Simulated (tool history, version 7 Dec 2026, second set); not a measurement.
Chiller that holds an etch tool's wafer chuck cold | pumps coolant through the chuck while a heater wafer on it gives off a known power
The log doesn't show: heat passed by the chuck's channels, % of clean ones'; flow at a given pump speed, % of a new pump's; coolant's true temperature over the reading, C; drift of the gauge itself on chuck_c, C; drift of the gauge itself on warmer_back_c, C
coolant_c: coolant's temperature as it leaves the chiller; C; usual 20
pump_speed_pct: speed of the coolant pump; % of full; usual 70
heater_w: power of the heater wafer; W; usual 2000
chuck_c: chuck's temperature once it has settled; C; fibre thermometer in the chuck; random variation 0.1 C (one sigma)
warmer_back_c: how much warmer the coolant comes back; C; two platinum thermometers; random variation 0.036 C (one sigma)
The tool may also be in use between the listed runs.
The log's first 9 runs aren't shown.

run,hour,coolant_c,pump_speed_pct,heater_w,hours since the coolant was changed and the channels were flushed,hours since the pump was overhauled,hours since the chiller's thermometer was calibrated,chuck_c,warmer_back_c
10,235.9,20,97,2000,2722,711,490,39.2,4.71
11,254.2,20,97,2000,2740,729,508,39.1,4.78
12,279.4,20,97,2000,2766,754,533,39.0,4.81
13,315.8,22,70,2000,2802,791,570,46.7,6.86
14,333.1,20,70,2000,2819,808,587,44.6,6.73
15,367.4,20,70,2000,2854,842,621,44.7,6.83
16,401.3,10,72,2354,2888,876,655,38.5,7.77
17,419.1,10,72,2354,2905,894,673,38.5,7.79
18,453.7,10,72,2354,2940,929,708,38.3,7.85
19,476.2,10,72,2354,2962,951,730,38.5,7.86
20,495.6,10,72,2354,2982,971,750,38.6,7.86
21,514.4,10,72,2354,3001,989,768,38.3,7.88
22,540.7,20,70,2516,3027,1016,795,51.0,8.69
23,562.2,20,70,2516,3048,1037,816,51.1,8.66
24,593.8,29,82,2746,3080,1069,848,59.1,7.98
25,621.2,29,82,1237,3107,1096,875,42.4,3.80
26,644.9,18,70,1571,3131,1120,899,37.4,5.62

Forecast run 27:
27,678.6,18,70,1571,3165,1154,933,?,?

Run 27 gave chuck_c 37.5 C, warmer_back_c 5.57 C.
Without the tool's hidden state the same run would have given chuck_c 37.5 C, warmer_back_c 5.25 C.
